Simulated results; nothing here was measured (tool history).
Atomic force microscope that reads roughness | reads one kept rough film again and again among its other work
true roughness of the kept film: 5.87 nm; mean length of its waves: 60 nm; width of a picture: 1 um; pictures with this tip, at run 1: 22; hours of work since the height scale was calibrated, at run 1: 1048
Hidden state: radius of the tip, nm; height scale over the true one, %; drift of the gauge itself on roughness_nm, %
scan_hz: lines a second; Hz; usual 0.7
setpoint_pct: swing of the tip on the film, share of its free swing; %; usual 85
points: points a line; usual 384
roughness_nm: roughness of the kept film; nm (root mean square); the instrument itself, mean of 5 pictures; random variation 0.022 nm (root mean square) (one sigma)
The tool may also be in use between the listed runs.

run,hour,scan_hz,setpoint_pct,points,pictures with this tip,hours of work since the height scale was calibrated,roughness_nm
1,0,0.7,85,384,22,1048,5.323
2,57.5,0.7,85,384,96,1075,5.136
# hour 79.5: new tip fitted
3,128.1,0.7,85,384,62,1107,5.212
# hour 179: new tip fitted
4,188.8,0.7,85,384,12,1135,5.325
5,238.4,0.7,85,282,76,1158,5.105
# hour 278.8: new tip fitted
6,307.9,0.7,62,384,37,1190,5.504
7,353.4,0.7,62,384,96,1211,5.319
# hour 378.1: new tip fitted
8,414,0.7,62,384,46,1239,5.506
9,442.7,0.7,62,384,82,1252,5.368
# hour 476.3: new tip fitted
10,476.9,0.7,62,384,0,1267,5.553
11,508.6,2.905,57,297,41,1282,5.294
12,538,2.905,57,297,79,1296,5.181
# hour 574.7: new tip fitted
13,595.2,2.905,57,297,26,1322,5.3
14,637.8,2.905,57,297,81,1341,5.203
# hour 673.2: new tip fitted
15,704.5,2.905,57,274,41,1372,5.32
16,753.6,2.905,57,274,103,1395,5.202
# hour 773.6: new tip fitted
17,818.4,2.905,57,274,58,1424,5.257
18,868.2,2.208,73,437,122,1447,4.867
# hour 871.8: new tip fitted
19,928.7,2.208,73,437,72,1475,5.001

Forecast each of these 5 alternatives for the next run:
# hour 968.9: new tip fitted
A,979.1,0.747,59,294,13,1498,?
# hour 968.9: new tip fitted
B,979.1,0.849,85,1009,13,1498,?
# hour 968.9: new tip fitted
C,979.1,0.922,85,384,13,1498,?
# hour 968.9: new tip fitted
D,979.1,3.392,74,639,13,1498,?
# hour 968.9: new tip fitted
E,979.1,1.229,75,353,13,1498,?

run,roughness_nm
A,5.556
B,5.278
C,5.266
D,4.899
E,5.332
Without the tool's hidden state the same runs would have given:
run,roughness_nm
A,5.537
B,5.261
C,5.249
D,4.883
E,5.315
